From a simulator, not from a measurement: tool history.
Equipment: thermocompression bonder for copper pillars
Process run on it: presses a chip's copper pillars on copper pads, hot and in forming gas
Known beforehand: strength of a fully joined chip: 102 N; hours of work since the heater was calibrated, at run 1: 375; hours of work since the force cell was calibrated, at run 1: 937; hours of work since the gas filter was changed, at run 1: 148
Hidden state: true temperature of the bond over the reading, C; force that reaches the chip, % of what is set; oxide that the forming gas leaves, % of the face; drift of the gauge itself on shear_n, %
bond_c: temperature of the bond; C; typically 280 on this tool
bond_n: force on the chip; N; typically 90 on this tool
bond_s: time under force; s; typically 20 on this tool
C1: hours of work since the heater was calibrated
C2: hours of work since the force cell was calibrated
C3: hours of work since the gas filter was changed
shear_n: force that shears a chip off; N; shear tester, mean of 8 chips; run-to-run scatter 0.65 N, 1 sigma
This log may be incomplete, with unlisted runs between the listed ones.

{"run": 1, "hour": 0.0, "bond_c": 280, "bond_n": 90, "bond_s": 20, "C1": 375, "C2": 937, "C3": 148, "shear_n": 60.4}
{"run": 2, "hour": 54.8, "bond_c": 280, "bond_n": 100, "bond_s": 20, "C1": 409, "C2": 971, "C3": 181, "shear_n": 65.5}
{"run": 3, "hour": 90.1, "bond_c": 256, "bond_n": 90, "bond_s": 20, "C1": 430, "C2": 992, "C3": 203, "shear_n": 48.2}
{"hour": 94.7, "done": "force cell calibrated"}
{"run": 4, "hour": 124.9, "bond_c": 256, "bond_n": 72, "bond_s": 20, "C1": 451, "C2": 19, "C3": 223, "shear_n": 39.2}
{"run": 5, "hour": 155.9, "bond_c": 256, "bond_n": 72, "bond_s": 20, "C1": 470, "C2": 38, "C3": 242, "shear_n": 39.7}
{"hour": 160.7, "done": "forming gas filter changed"}
{"run": 6, "hour": 222.9, "bond_c": 280, "bond_n": 90, "bond_s": 20, "C1": 510, "C2": 78, "C3": 38, "shear_n": 64.5}
{"run": 7, "hour": 257.6, "bond_c": 280, "bond_n": 90, "bond_s": 20, "C1": 532, "C2": 100, "C3": 59, "shear_n": 63.4}
{"run": 8, "hour": 323.5, "bond_c": 280, "bond_n": 68, "bond_s": 20, "C1": 572, "C2": 140, "C3": 100, "shear_n": 50.5}
{"hour": 386.8, "done": "force cell calibrated, once more"}
{"run": 9, "hour": 400.5, "bond_c": 280, "bond_n": 90, "bond_s": 15, "C1": 618, "C2": 8, "C3": 146, "shear_n": 51.1}
{"run": 10, "hour": 434.0, "bond_c": 280, "bond_n": 90, "bond_s": 20, "C1": 639, "C2": 29, "C3": 167, "shear_n": 55.9}
{"run": 11, "hour": 470.9, "bond_c": 280, "bond_n": 90, "bond_s": 20, "C1": 662, "C2": 52, "C3": 189, "shear_n": 55}
{"run": 12, "hour": 519.3, "bond_c": 280, "bond_n": 90, "bond_s": 20, "C1": 691, "C2": 81, "C3": 219, "shear_n": 55.2}
{"run": 13, "hour": 558.0, "bond_c": 280, "bond_n": 90, "bond_s": 20, "C1": 715, "C2": 105, "C3": 243, "shear_n": 55.1}
{"hour": 561.9, "done": "forming gas filter changed"}
{"run": 14, "hour": 630.0, "bond_c": 280, "bond_n": 90, "bond_s": 20, "C1": 759, "C2": 149, "C3": 42, "shear_n": 57.7}
{"run": 15, "hour": 700.7, "bond_c": 280, "bond_n": 90, "bond_s": 20, "C1": 802, "C2": 192, "C3": 85, "shear_n": 57}
{"run": 16, "hour": 742.6, "bond_c": 280, "bond_n": 90, "bond_s": 20, "C1": 828, "C2": 218, "C3": 111, "shear_n": 56.4}
{"run": 17, "hour": 800.2, "bond_c": 280, "bond_n": 90, "bond_s": 20, "C1": 863, "C2": 253, "C3": 146, "shear_n": 56.6}
{"run": 18, "hour": 839.4, "bond_c": 280, "bond_n": 90, "bond_s": 20, "C1": 887, "C2": 277, "C3": 170, "shear_n": 55.8}
{"run": 19, "hour": 871.6, "bond_c": 280, "bond_n": 90, "bond_s": 20, "C1": 907, "C2": 297, "C3": 190, "shear_n": 55.3}
{"run": 20, "hour": 915.4, "bond_c": 280, "bond_n": 90, "bond_s": 20, "C1": 934, "C2": 324, "C3": 217, "shear_n": 54.2}
{"hour": 959.8, "done": "forming gas filter changed"}
{"run": 21, "hour": 972.5, "bond_c": 280, "bond_n": 90, "bond_s": 20, "C1": 969, "C2": 358, "C3": 8, "shear_n": 56.9}
{"run": 22, "hour": 1024.4, "bond_c": 280, "bond_n": 90, "bond_s": 20, "C1": 1000, "C2": 390, "C3": 40, "shear_n": 58}
{"run": 23, "hour": 1073.4, "bond_c": 305, "bond_n": 90, "bond_s": 23, "C1": 1030, "C2": 420, "C3": 70, "shear_n": 73.3}
{"run": 24, "hour": 1113.1, "bond_c": 305, "bond_n": 90, "bond_s": 23, "C1": 1055, "C2": 445, "C3": 94, "shear_n": 71.7}
{"run": 25, "hour": 1161.6, "bond_c": 301, "bond_n": 85, "bond_s": 55, "C1": 1084, "C2": 474, "C3": 124, "shear_n": 81.3}
{"run": 26, "hour": 1199.6, "bond_c": 277, "bond_n": 123, "bond_s": 16, "C1": 1108, "C2": 498, "C3": 147, "shear_n": 65.5}
{"run": 27, "hour": 1233.0, "bond_c": 277, "bond_n": 123, "bond_s": 16, "C1": 1128, "C2": 518, "C3": 167, "shear_n": 64.8}
{"run": 28, "hour": 1285.6, "bond_c": 255, "bond_n": 58, "bond_s": 16, "C1": 1160, "C2": 550, "C3": 200, "shear_n": 24.8}
{"run": 29, "hour": 1328.0, "bond_c": 255, "bond_n": 58, "bond_s": 16, "C1": 1186, "C2": 576, "C3": 226, "shear_n": 23.7}
{"hour": 1360.5, "done": "forming gas filter changed"}
{"run": 30, "hour": 1378.8, "bond_c": 288, "bond_n": 90, "bond_s": 20, "C1": 1217, "C2": 607, "C3": 11, "shear_n": 61.9}
{"run": 31, "hour": 1409.7, "bond_c": 291, "bond_n": 123, "bond_s": 38, "C1": 1236, "C2": 626, "C3": 30, "shear_n": 87.4}
{"run": 32, "hour": 1456.2, "bond_c": 262, "bond_n": 90, "bond_s": 13, "C1": 1265, "C2": 655, "C3": 59, "shear_n": 40}
{"run": 33, "hour": 1523.4, "bond_c": 262, "bond_n": 90, "bond_s": 13, "C1": 1306, "C2": 696, "C3": 100, "shear_n": 39.8}
{"run": 34, "hour": 1586.8, "bond_c": 262, "bond_n": 90, "bond_s": 13, "C1": 1345, "C2": 735, "C3": 139, "shear_n": 40.5}
{"run": 35, "hour": 1642.3, "bond_c": 280, "bond_n": 90, "bond_s": 11, "C1": 1379, "C2": 769, "C3": 173, "shear_n": 45.8}
{"run": 36, "hour": 1692.6, "bond_c": 262, "bond_n": 89, "bond_s": 50, "C1": 1410, "C2": 800, "C3": 204, "shear_n": 60.1}

Estimate the outcome of run 37 from the log above:
{"run": 37, "hour": 1728.8, "bond_c": 262, "bond_n": 89, "bond_s": 50, "C1": 1432, "C2": 822, "C3": 226, "shear_n": "?"}

Run 37 yielded shear_n 61.2 N.
With the hidden condition absent and the run-to-run variation left alone, this run would have shown shear_n 67.4 N.
